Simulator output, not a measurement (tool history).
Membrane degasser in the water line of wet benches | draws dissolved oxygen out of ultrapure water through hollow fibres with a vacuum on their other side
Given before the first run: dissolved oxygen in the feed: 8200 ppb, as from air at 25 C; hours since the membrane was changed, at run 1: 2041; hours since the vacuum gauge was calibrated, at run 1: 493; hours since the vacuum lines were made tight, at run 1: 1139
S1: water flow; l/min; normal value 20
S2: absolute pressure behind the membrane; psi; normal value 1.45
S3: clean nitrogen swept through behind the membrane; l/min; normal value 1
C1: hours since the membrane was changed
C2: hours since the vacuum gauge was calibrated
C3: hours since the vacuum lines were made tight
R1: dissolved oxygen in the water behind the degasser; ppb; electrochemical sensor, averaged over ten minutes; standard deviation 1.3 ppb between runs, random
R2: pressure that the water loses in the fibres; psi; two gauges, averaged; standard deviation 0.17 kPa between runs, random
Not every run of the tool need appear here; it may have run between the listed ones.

run,hour,S1,S2,S3,C1,C2,C3,R1,R2
1,0,20,1.45,1,2041,493,1139,294.3,4.006
2,128,20,1.45,1,2169,621,1267,295.7,4.07
3,183.7,20,1.45,1,2224,677,1323,297.6,4.058
4,277.4,16,1.45,1,2318,770,1416,245.3,3.236
5,405.2,16,1.45,1,2446,898,1544,244.5,3.224
6,478.4,16,1.45,1,2519,971,1617,243.2,3.244
7,601.7,20,1.45,1,2642,1095,1741,298.8,4.076
8,677.8,20,1.45,1,2718,1171,1817,297.5,4.045
9,794.6,20,1.45,1,2835,1288,1934,296.7,4.042
10,847.6,20,1.45,1,2888,1341,1987,297.6,4.049
11,958,14,1.45,1,2999,1451,2097,216.2,2.853
12,1056.9,14,1.45,1,3098,1550,2196,219,2.853
13,1157.4,14,1.45,1,3198,1651,2296,219.2,2.844
14,1285.1,14,1.45,1,3326,1778,2424,218.2,2.82
15,1402.5,14,1.45,1,3443,1896,2541,219.1,2.827
16,1472.8,20,1.45,1,3514,1966,2612,298.9,4.06
17,1550.8,24,3.28,1,3592,2044,2690,932.9,4.91
18,1617.1,23,1.91,1,3658,2110,2756,486.4,4.64
19,1675.8,16,0.91,1.3,3717,2169,2815,91.1,3.243
20,1794.5,20,1.45,1.54,3835,2288,2933,204.8,4.044
21,1922,20,2.1,0.76,3963,2415,3061,608.7,4.051
22,1990.6,32,0.99,1.55,4031,2484,3130,192.6,6.522
23,2101.4,15,0.99,0.79,4142,2594,3240,155.1,3.07
24,2218.8,13,1.42,2.16,4259,2712,3358,99,2.664
25,2276.3,13,1.42,2.16,4317,2769,3415,98.5,2.686
26,2376.3,23,1.45,0.63,4417,2869,3515,489.7,4.714
27,2487.8,23,1.45,0.63,4528,2981,3627,493.8,4.656
28,2579,23,1.45,0.63,4620,3072,3718,490.8,4.647
29,2652.1,27,1.45,1,4693,3145,3791,396.2,5.481
30,2715.3,27,1.84,0.49,4756,3208,3854,915.2,5.546
31,2789.4,31,1.99,2.2,4830,3282,3928,357,6.348
32,2893.7,22,2.73,2.2,4934,3387,4033,361.7,4.505

4 ways to go on from here, each from the tool as it stands after run 32. What would each give?
A,3019,14,1.45,1,5060,3512,4158,?,?
B,3019,32,1.89,2.21,5060,3512,4158,?,?
C,3019,20,2.03,1.43,5060,3512,4158,?,?
D,3019,22,2.73,0.5,5060,3512,4158,?,?

run,R1,R2
A,220,2.853
B,348,6.563
C,341.9,4.087
D,1202.6,4.487
Take away the tool's hidden state, keep each run's random variation, and the runs would have read:
run,R1,R2
A,214.7,2.786
B,340.3,6.409
C,336,3.991
D,1195.6,4.382
